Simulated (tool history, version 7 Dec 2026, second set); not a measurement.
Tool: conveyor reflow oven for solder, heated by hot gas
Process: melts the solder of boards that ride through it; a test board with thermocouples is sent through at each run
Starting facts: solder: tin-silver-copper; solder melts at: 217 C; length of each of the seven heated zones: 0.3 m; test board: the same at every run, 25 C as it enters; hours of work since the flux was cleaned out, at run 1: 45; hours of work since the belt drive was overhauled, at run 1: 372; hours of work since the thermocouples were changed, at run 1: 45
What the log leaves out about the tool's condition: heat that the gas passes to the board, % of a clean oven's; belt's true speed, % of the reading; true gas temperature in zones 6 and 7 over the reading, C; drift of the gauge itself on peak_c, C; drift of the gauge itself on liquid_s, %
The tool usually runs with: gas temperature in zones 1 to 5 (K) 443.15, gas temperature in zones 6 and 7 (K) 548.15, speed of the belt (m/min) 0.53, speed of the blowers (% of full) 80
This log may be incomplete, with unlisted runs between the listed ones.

run	day	gas temperature in zones 1 to 5 (K)	gas temperature in zones 6 and 7 (K)	speed of the belt (m/min)	speed of the blowers (% of full)	hours of work since the flux was cleaned out	hours of work since the belt drive was overhauled	hours of work since the thermocouples were changed	highest temperature of the board (K)	time above the solder's melting point (s)
1	0	443.15	548.15	0.53	80	45	372	45	534.65	55.5
2	2.496	443.15	548.15	0.53	80	74	402	74	534.25	55.7
3	6.433	443.15	548.15	0.53	80	121	449	121	534.25	55.4
4	9.071	443.15	548.15	0.53	80	152	480	152	533.85	55.5
5	11.725	443.15	555.15	0.53	80	183	511	183	540.65	58.7
6	14.725	443.15	542.15	0.53	80	219	547	219	529.15	52.7
7	16.538	443.15	548.15	0.445	80	240	568	240	539.15	69.9
8	18.288	456.15	548.15	0.53	80	261	589	261	536.25	60.7
9	22.283	456.15	548.15	0.53	80	308	636	308	536.45	60.8
10	25.188	456.15	548.15	0.53	89	343	670	343	537.95	61.3
11	28.471	456.15	548.15	0.53	89	381	709	381	537.55	61.7
# day 28.896: flux residue cleaned out of gas plates and filters
12	30.642	456.15	548.15	0.53	89	21	732	405	537.35	61.2
13	34.238	456.15	548.15	0.53	69	63	775	447	532.95	58.8
14	37.879	443.15	548.15	0.595	80	106	818	490	529.55	46.4
15	41.033	443.15	548.15	0.53	80	144	855	528	533.85	55.5
16	44.621	443.15	548.15	0.53	80	186	898	570	533.25	55.6
17	47.167	443.15	548.15	0.53	80	216	928	600	533.55	55.3
# day 47.6: flux residue cleaned out of gas plates and filters, once more
18	51.183	446.15	548.15	0.53	85	42	973	645	538.15	59.1
19	54.442	444.15	540.15	0.504	56	81	1012	684	523.45	51.7
20	57.496	444.15	540.15	0.504	56	117	1048	720	523.55	51.4
# day 58.142: thermocouples of zones 6 and 7 changed
21	59.488	446.15	559.15	0.504	56	140	1070	16	537.85	61.6
22	61.888	443.15	550.15	0.53	80	168	1099	44	535.35	57
23	63.525	434.15	555.15	0.637	61	187	1118	64	523.35	37
24	67.083	443.15	544.15	0.53	80	229	1160	106	529.95	54.2
# day 67.738: belt drive overhauled, speed set with a stopwatch
25	69.088	443.15	544.15	0.53	80	251	16	127	528.95	52
26	71.05	443.15	549.15	0.53	80	274	39	151	533.65	54.6
27	72.729	443.15	549.15	0.53	80	294	59	171	533.55	54.6
28	76.696	443.15	549.15	0.53	80	341	106	218	534.05	54.9
29	80.242	443.15	549.15	0.53	80	383	148	259	533.95	54.7
30	82.021	443.15	562.15	0.53	80	404	169	281	545.25	59.9

Hidden state at the last listed run before each entry between runs and at the first one after, where it differs:
From run 11 to run 12: flux residue cleaned out of gas plates and filters (day 28.896)
  heat that the gas passes to the board, % of a clean oven's: 94.6 -> 92.2; belt's true speed, % of the reading: 98.53 -> 98.49; true gas temperature in zones 6 and 7 over the reading, C: 1.76 -> 1.83
  the result without the hidden state subtracted from the measured one, highest temperature of the board (K): +0.7 -> +0.1; time above the solder's melting point (s): +1.1 -> +0.8
From run 17 to run 18: flux residue cleaned out of gas plates and filters, once more (day 47.6)
  heat that the gas passes to the board, % of a clean oven's: 89.8 -> 98.5; belt's true speed, % of the reading: 98.09 -> 98; true gas temperature in zones 6 and 7 over the reading, C: 2.43 -> 2.56
  the result without the hidden state subtracted from the measured one, highest temperature of the board (K): +0 -> +2.5; time above the solder's melting point (s): +0.7 -> +2.4
From run 20 to run 21: thermocouples of zones 6 and 7 changed (day 58.142)
  heat that the gas passes to the board, % of a clean oven's: 97.6 -> 97.3; belt's true speed, % of the reading: 97.85 -> 97.81; true gas temperature in zones 6 and 7 over the reading, C: 2.78 -> -0.04
  the result without the hidden state subtracted from the measured one, highest temperature of the board (K): +2.6 -> +0.3; time above the solder's melting point (s): +3.2 -> +1.5
From run 24 to run 25: belt drive overhauled, speed set with a stopwatch (day 67.738)
  heat that the gas passes to the board, % of a clean oven's: 96.1 -> 95.8; belt's true speed, % of the reading: 97.63 -> 100; true gas temperature in zones 6 and 7 over the reading, C: 0.22 -> 0.29
  the result without the hidden state subtracted from the measured one, highest temperature of the board (K): -0.1 -> -0.9; time above the solder's melting point (s): +1.2 -> -0.7
